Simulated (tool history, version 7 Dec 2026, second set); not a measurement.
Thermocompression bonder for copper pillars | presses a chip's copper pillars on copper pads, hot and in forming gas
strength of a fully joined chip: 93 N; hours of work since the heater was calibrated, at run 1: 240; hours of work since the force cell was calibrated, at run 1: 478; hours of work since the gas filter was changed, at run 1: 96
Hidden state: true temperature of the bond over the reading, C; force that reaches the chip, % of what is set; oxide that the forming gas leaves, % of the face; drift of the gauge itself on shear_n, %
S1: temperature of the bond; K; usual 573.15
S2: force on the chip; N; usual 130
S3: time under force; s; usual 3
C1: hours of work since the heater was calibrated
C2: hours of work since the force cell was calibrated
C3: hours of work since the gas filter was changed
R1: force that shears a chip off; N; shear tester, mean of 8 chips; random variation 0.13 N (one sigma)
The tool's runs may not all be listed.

run	day	S1	S2	S3	C1	C2	C3	R1
1	0.000	573.15	130	3	240	478	96	42.3
2	0.921	573.15	130	3	250	488	105	42.5
3	1.858	575.15	130	3	260	497	115	43.1
4	3.108	575.15	130	3	273	510	128	43.0
5	4.333	575.15	130	3	286	523	141	43.4
6	5.071	575.15	130	3	294	531	149	42.9
7	6.250	569.15	130	3	306	543	161	40.7
8	7.483	573.15	129	3	319	556	174	42.0
9	8.825	573.15	130	3	333	570	188	42.3
10	9.688	573.15	130	3	342	579	197	42.4
11	10.521	573.15	130	3	351	588	206	42.0
12	11.608	595.15	131	3	362	599	217	50.6
13	12.304	576.15	136	3	369	607	225	44.7
14	13.146	572.15	130	5	378	616	233	50.1
15	14.042	572.15	130	5	388	625	243	50.2
16	15.029	572.15	130	5	398	635	253	49.9
17	15.779	572.15	130	5	406	643	261	50.0
18	17.038	572.15	130	5	419	656	274	49.9
19	18.133	573.15	136	4	430	668	286	48.0
20	19.162	573.15	136	4	441	679	296	48.1
21	19.812	573.15	166	5	448	685	303	58.1
22	21.125	573.15	166	5	462	699	317	58.1

5 ways to go on from here, each from the tool as it stands after run 22. What would each give?
A	22.562	570.15	130	8	477	714	332	?
B	22.562	568.15	178	9	477	714	332	?
C	22.562	563.15	130	6	477	714	332	?
D	22.562	573.15	191	6	477	714	332	?
E	22.562	596.15	127	5	477	714	332	?

run	R1
A	56.9
B	68.2
C	48.8
D	65.7
E	58.3
Without the tool's hidden state the same runs would have given:
run	R1
A	57.5
B	69.0
C	49.3
D	66.5
E	59.0
